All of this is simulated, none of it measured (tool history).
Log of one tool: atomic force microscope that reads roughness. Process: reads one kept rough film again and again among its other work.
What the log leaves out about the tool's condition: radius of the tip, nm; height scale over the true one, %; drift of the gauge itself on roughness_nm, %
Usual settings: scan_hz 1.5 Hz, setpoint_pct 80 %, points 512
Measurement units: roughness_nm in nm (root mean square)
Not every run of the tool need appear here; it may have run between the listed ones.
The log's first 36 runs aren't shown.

| run | hour | scan_hz | setpoint_pct | points | pictures with this tip | hours of work since the height scale was calibrated | roughness_nm |
|---|---|---|---|---|---|---|---|
|  | 948.3 | new tip fitted |
| 37 | 970.4 | 0.84 | 83 | 568 | 48 | 912 | 1.113 |
|  | 980.8 | new tip fitted |
| 38 | 997.7 | 3.37 | 63 | 267 | 36 | 929 | 1.086 |
|  | 1010.6 | new tip fitted |
| 39 | 1017.6 | 3.81 | 80 | 575 | 15 | 942 | 0.924 |
|  | 1041.3 | new tip fitted |
| 40 | 1041.3 | 0.71 | 59 | 796 | 0 | 957 | 1.184 |
|  | 1072.1 | new tip fitted |
| 41 | 1072.1 | 1.96 | 57 | 452 | 0 | 976 | 1.155 |
|  | 1102.7 | new tip fitted |
| 42 | 1108.1 | 1.96 | 57 | 452 | 11 | 998 | 1.154 |
|  | 1133.1 | new tip fitted |
| 43 | 1141.4 | 1.52 | 78 | 512 | 18 | 1019 | 1.086 |
| 44 | 1159.4 | 1.52 | 78 | 512 | 57 | 1031 | 1.08 |
|  | 1165 | new tip fitted |
| 45 | 1183.4 | 1.81 | 84 | 458 | 39 | 1046 | 1.023 |
|  | 1195.4 | new tip fitted |
| 46 | 1214.6 | 1.81 | 84 | 458 | 41 | 1065 | 1.019 |
|  | 1226.4 | new tip fitted |
| 47 | 1245.6 | 1.81 | 80 | 771 | 41 | 1084 | 1.049 |
|  | 1258 | new tip fitted |
| 48 | 1278.5 | 1.5 | 69 | 609 | 44 | 1105 | 1.135 |
|  | 1287.9 | new tip fitted |
| 49 | 1315.3 | 1.5 | 82 | 608 | 59 | 1128 | 1.069 |
|  | 1319.1 | new tip fitted |
| 50 | 1345.8 | 0.69 | 75 | 512 | 57 | 1147 | 1.152 |

Branching from run 50: 3 alternative next runs. What would each branch give?
|  | 1350.6 | new tip fitted |
| A | 1373.7 | 0.69 | 55 | 981 | 49 | 1165 | ? |
|  | 1350.6 | new tip fitted |
| B | 1373.7 | 1.49 | 75 | 512 | 49 | 1165 | ? |
|  | 1350.6 | new tip fitted |
| C | 1373.7 | 0.69 | 75 | 962 | 49 | 1165 | ? |

| run | roughness_nm |
|---|---|
| A | 1.192 |
| B | 1.107 |
| C | 1.159 |
Stripped of hidden state, with their random variation kept, the same runs would have yielded:
| run | roughness_nm |
|---|---|
| A | 1.193 |
| B | 1.108 |
| C | 1.16 |

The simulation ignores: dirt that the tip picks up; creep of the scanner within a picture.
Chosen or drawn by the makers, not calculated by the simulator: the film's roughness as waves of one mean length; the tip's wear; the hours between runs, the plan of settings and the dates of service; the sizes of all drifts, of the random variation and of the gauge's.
